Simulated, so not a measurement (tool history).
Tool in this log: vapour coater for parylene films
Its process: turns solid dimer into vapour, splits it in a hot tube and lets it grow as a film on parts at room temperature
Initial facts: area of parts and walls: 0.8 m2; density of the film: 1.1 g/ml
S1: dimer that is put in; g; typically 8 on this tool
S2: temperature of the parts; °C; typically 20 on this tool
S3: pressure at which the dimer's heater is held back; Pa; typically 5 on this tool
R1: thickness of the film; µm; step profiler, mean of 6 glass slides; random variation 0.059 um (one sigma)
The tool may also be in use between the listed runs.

| run | hour | S1 | S2 | S3 | R1 |
|---|---|---|---|---|---|
| 1 | 0 | 8 | 20 | 5 | 6.87 |
| 2 | 8.2 | 8 | 20 | 5 | 7 |
| 3 | 20.8 | 8 | 20 | 5 | 6.79 |
| 4 | 31.4 | 8 | 20 | 5 | 6.93 |
| 5 | 46.3 | 8 | 20 | 5 | 6.9 |
| 6 | 62.7 | 8 | 20 | 7.64 | 6.18 |
| 7 | 71.4 | 8 | 31 | 5 | 5.49 |
| 8 | 80.5 | 8 | 20 | 5 | 6.98 |
| 9 | 97 | 8 | 18 | 5 | 7.08 |
| 10 | 104.6 | 8 | 18 | 5 | 7.22 |
| 11 | 112 | 8 | 18 | 5 | 7.14 |
| 12 | 127.1 | 8 | 18 | 5 | 7.24 |
| 13 | 141.1 | 6 | 20 | 5 | 5.1 |
| 14 | 150.4 | 6 | 20 | 5 | 5.22 |
| 15 | 163.5 | 6 | 18 | 5 | 5.34 |
| 16 | 174.4 | 13 | 20 | 5 | 11.28 |
|  | 188.2 | trap's valve overhauled |
| 17 | 188.2 | 8 | 20 | 5 | 6.93 |
| 18 | 197.9 | 8 | 23 | 5 | 6.41 |
| 19 | 207.1 | 8 | 23 | 5 | 6.5 |
| 20 | 216.5 | 8 | 23 | 5 | 6.53 |
| 21 | 227.2 | 8 | 20 | 10.09 | 5.79 |
| 22 | 234.6 | 9 | 13 | 5 | 8.92 |
| 23 | 241.8 | 9 | 13 | 5 | 8.98 |
| 24 | 257.4 | 9 | 13 | 5 | 9.11 |
| 25 | 265.7 | 8 | 20 | 3.89 | 7.39 |
| 26 | 281.1 | 8 | 20 | 3.89 | 7.39 |
| 27 | 296.2 | 13 | 15 | 2.02 | 14.71 |
| 28 | 304.9 | 8 | 20 | 2.05 | 8.49 |
| 29 | 312.1 | 8 | 20 | 11.25 | 5.73 |
| 30 | 323.3 | 8 | 20 | 11.25 | 5.68 |
| 31 | 331.5 | 5 | 17 | 6.57 | 4.31 |
| 32 | 345.2 | 8 | 15 | 2.28 | 8.92 |
| 33 | 352.4 | 3 | 15 | 3.03 | 3.31 |
| 34 | 364.1 | 10 | 22 | 5 | 8.35 |
| 35 | 377.2 | 4 | 20 | 5 | 3.42 |
| 36 | 392.7 | 11 | 23 | 6.66 | 8.33 |
| 37 | 401 | 3 | 23 | 8.98 | 2.1 |
| 38 | 414.4 | 3 | 23 | 8.98 | 2.12 |
| 39 | 428.1 | 12 | 25 | 6.51 | 8.85 |
| 40 | 435.4 | 12 | 15 | 6.51 | 10.74 |
| 41 | 444.1 | 12 | 15 | 6.51 | 10.6 |
| 42 | 459.5 | 4 | 21 | 5.47 | 3.37 |

Below are 5 alternative next runs, each starting from the tool's condition after run 42. Predict each:
| A | 473.8 | 8 | 20 | 4.47 | ? |
| B | 473.8 | 4 | 21 | 3.41 | ? |
| C | 473.8 | 14 | 26 | 5 | ? |
| D | 473.8 | 3 | 20 | 6.31 | ? |
| E | 473.8 | 3 | 20 | 9.47 | ? |

| run | R1 |
|---|---|
| A | 7.07 |
| B | 3.69 |
| C | 10.6 |
| D | 2.38 |
| E | 2.18 |
Stripped of hidden state, with their random variation kept, the same runs would have yielded:
| run | R1 |
|---|---|
| A | 7.08 |
| B | 3.69 |
| C | 10.62 |
| D | 2.38 |
| E | 2.19 |
